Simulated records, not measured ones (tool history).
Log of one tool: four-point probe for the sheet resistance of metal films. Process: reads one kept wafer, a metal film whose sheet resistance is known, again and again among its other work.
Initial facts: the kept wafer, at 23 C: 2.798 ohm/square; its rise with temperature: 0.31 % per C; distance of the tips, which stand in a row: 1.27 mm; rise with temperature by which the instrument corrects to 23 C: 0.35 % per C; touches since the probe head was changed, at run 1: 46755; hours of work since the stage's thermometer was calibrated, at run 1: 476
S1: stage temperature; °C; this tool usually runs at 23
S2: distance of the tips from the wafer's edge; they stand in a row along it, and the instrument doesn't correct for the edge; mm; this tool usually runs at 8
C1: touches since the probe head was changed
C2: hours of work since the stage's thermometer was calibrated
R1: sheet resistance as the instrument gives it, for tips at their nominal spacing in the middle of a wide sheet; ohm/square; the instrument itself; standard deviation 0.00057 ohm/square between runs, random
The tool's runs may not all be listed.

run 1 hour=0 | S1=23 S2=8 | C1=46755 C2=476 | R1=2.855953
run 2 hour=13.9 | S1=23 S2=12 | C1=47133 C2=486 | R1=2.83543
run 3 hour=37.7 | S1=23 S2=12 | C1=47778 C2=504 | R1=2.835658
run 4 hour=59.4 | S1=23 S2=12 | C1=48369 C2=521 | R1=2.835002
run 5 hour=70.4 | S1=23 S2=12 | C1=48666 C2=529 | R1=2.836183
run 6 hour=90.8 | S1=23 S2=8 | C1=49220 C2=544 | R1=2.858266
run 7 hour=100.8 | S1=23 S2=12 | C1=49492 C2=552 | R1=2.836953
run 8 hour=124.6 | S1=23 S2=8 | C1=50138 C2=570 | R1=2.858407
run 9 hour=139.7 | S1=23 S2=8 | C1=50549 C2=581 | R1=2.857511
run 10 hour=163.7 | S1=23 S2=8 | C1=51199 C2=599 | R1=2.857523
run 11 hour=182.1 | S1=31 S2=8 | C1=51699 C2=613 | R1=2.849415
run 12 hour=195.8 | S1=31 S2=8 | C1=52072 C2=623 | R1=2.85032
run 13 hour=214.3 | S1=23 S2=8 | C1=52576 C2=637 | R1=2.859002
run 14 hour=224.3 | S1=23 S2=8 | C1=52847 C2=645 | R1=2.860685
run 15 hour=246.6 | S1=24 S2=8 | C1=53451 C2=661 | R1=2.857954
run 16 hour=258.2 | S1=24 S2=29 | C1=53767 C2=670 | R1=2.82315
run 17 hour=275.3 | S1=22 S2=46 | C1=54232 C2=683 | R1=2.824307
run 18 hour=285.6 | S1=19 S2=27 | C1=54511 C2=691 | R1=2.831188
-- hour=287.2 stage's thermometer calibrated
run 19 hour=299.2 | S1=19 S2=27 | C1=54865 C2=9 | R1=2.830846
run 20 hour=319.3 | S1=19 S2=27 | C1=55413 C2=24 | R1=2.831385
run 21 hour=336.2 | S1=24 S2=3 | C1=55871 C2=37 | R1=3.067991
-- hour=350.3 stage's thermometer calibrated, once more
run 22 hour=358.4 | S1=24 S2=3 | C1=56461 C2=6 | R1=3.068492
run 23 hour=370.6 | S1=22 S2=8 | C1=56792 C2=15 | R1=2.862597
run 24 hour=380.5 | S1=22 S2=8 | C1=57060 C2=23 | R1=2.863853
run 25 hour=397.3 | S1=31 S2=14 | C1=57517 C2=35 | R1=2.827542
run 26 hour=419.1 | S1=23 S2=25 | C1=58109 C2=52 | R1=2.82911
run 27 hour=439.6 | S1=20 S2=7 | C1=58665 C2=67 | R1=2.877666
run 28 hour=452.8 | S1=23 S2=4 | C1=59023 C2=77 | R1=2.969763
run 29 hour=463.5 | S1=33 S2=8 | C1=59315 C2=85 | R1=2.851102

Predict each of these 5 candidate next runs independently; none follows another, all start after run 29:
run A hour=483.8 | S1=18 S2=8 | C1=59864 C2=101 | R1=?
run B hour=483.8 | S1=35 S2=10 | C1=59864 C2=101 | R1=?
run C hour=483.8 | S1=20 S2=14 | C1=59864 C2=101 | R1=?
run D hour=483.8 | S1=18 S2=12 | C1=59864 C2=101 | R1=?
run E hour=483.8 | S1=33 S2=43 | C1=59864 C2=101 | R1=?

run=A R1=2.869252
run=B R1=2.83647
run=C R1=2.841128
run=D R1=2.848458
run=E R1=2.815388
Take away the tool's hidden state, keep each run's random variation, and the runs would have read:
run=A R1=2.841356
run=B R1=2.808936
run=C R1=2.813493
run=D R1=2.820749
run=E R1=2.788036
